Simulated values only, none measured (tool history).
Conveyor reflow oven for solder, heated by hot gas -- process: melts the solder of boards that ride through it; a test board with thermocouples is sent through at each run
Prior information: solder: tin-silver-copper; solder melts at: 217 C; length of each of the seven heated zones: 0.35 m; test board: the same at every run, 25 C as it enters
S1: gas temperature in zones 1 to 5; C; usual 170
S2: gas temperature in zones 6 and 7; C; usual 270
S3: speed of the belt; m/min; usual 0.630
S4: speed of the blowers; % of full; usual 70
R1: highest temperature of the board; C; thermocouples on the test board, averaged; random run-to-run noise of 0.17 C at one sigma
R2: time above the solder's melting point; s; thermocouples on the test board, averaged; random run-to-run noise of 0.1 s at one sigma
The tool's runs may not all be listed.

run 1 hour=0.0 | S1=170 S2=270 S3=0.630 S4=70 | R1=251.1 R2=47.2
run 2 hour=7.1 | S1=170 S2=270 S3=0.630 S4=70 | R1=251.1 R2=47.0
run 3 hour=14.2 | S1=170 S2=265 S3=0.630 S4=70 | R1=246.6 R2=44.3
run 4 hour=19.6 | S1=170 S2=265 S3=0.630 S4=70 | R1=246.6 R2=44.1
run 5 hour=23.8 | S1=170 S2=270 S3=0.560 S4=70 | R1=254.5 R2=56.7
run 6 hour=31.7 | S1=170 S2=270 S3=0.560 S4=70 | R1=254.6 R2=56.7
run 7 hour=40.2 | S1=170 S2=270 S3=0.560 S4=70 | R1=254.6 R2=56.6
run 8 hour=44.8 | S1=170 S2=270 S3=0.560 S4=70 | R1=254.7 R2=56.9
run 9 hour=51.1 | S1=170 S2=270 S3=0.560 S4=70 | R1=254.6 R2=56.7
run 10 hour=57.1 | S1=170 S2=270 S3=0.630 S4=70 | R1=251.0 R2=47.4
run 11 hour=64.1 | S1=170 S2=270 S3=0.567 S4=70 | R1=254.4 R2=55.8
run 12 hour=71.5 | S1=170 S2=270 S3=0.630 S4=70 | R1=251.0 R2=47.0
run 13 hour=76.4 | S1=170 S2=270 S3=0.630 S4=70 | R1=250.7 R2=47.0
run 14 hour=85.7 | S1=170 S2=282 S3=0.630 S4=70 | R1=261.0 R2=53.0
run 15 hour=90.7 | S1=170 S2=282 S3=0.630 S4=70 | R1=261.2 R2=53.1
run 16 hour=95.0 | S1=162 S2=279 S3=0.654 S4=65 | R1=253.3 R2=44.2
run 17 hour=98.9 | S1=162 S2=279 S3=0.654 S4=65 | R1=253.3 R2=44.3
run 18 hour=106.6 | S1=162 S2=279 S3=0.654 S4=65 | R1=253.4 R2=44.1
run 19 hour=112.0 | S1=183 S2=281 S3=0.661 S4=86 | R1=265.4 R2=56.4
run 20 hour=119.9 | S1=180 S2=263 S3=0.661 S4=86 | R1=249.7 R2=47.8
run 21 hour=123.7 | S1=180 S2=263 S3=0.661 S4=86 | R1=249.3 R2=47.9
run 22 hour=128.5 | S1=180 S2=263 S3=0.661 S4=86 | R1=248.9 R2=47.9
run 23 hour=137.1 | S1=180 S2=263 S3=0.661 S4=86 | R1=249.2 R2=47.8
run 24 hour=145.1 | S1=182 S2=263 S3=0.667 S4=86 | R1=249.4 R2=48.1
run 25 hour=152.8 | S1=182 S2=272 S3=0.736 S4=66 | R1=248.0 R2=40.7
run 26 hour=160.4 | S1=171 S2=272 S3=0.736 S4=68 | R1=246.1 R2=36.5
run 27 hour=169.7 | S1=175 S2=270 S3=0.502 S4=70 | R1=258.4 R2=68.4

4 options for the next run, each taken on its own from the tool as it stands now. Forecast them:
run A hour=178.7 | S1=175 S2=270 S3=0.649 S4=70 | R1=? R2=?
run B hour=178.7 | S1=178 S2=266 S3=0.630 S4=70 | R1=? R2=?
run C hour=178.7 | S1=175 S2=274 S3=0.702 S4=70 | R1=? R2=?
run D hour=178.7 | S1=159 S2=269 S3=0.630 S4=62 | R1=? R2=?

run=A R1=250.9 R2=47.0
run=B R1=249.2 R2=48.6
run=C R1=251.0 R2=43.2
run=D R1=245.1 R2=39.2
Without the tool's unlogged condition, the same runs would have read:
run=A R1=251.0 R2=47.0
run=B R1=249.2 R2=48.6
run=C R1=251.1 R2=43.2
run=D R1=245.1 R2=39.2

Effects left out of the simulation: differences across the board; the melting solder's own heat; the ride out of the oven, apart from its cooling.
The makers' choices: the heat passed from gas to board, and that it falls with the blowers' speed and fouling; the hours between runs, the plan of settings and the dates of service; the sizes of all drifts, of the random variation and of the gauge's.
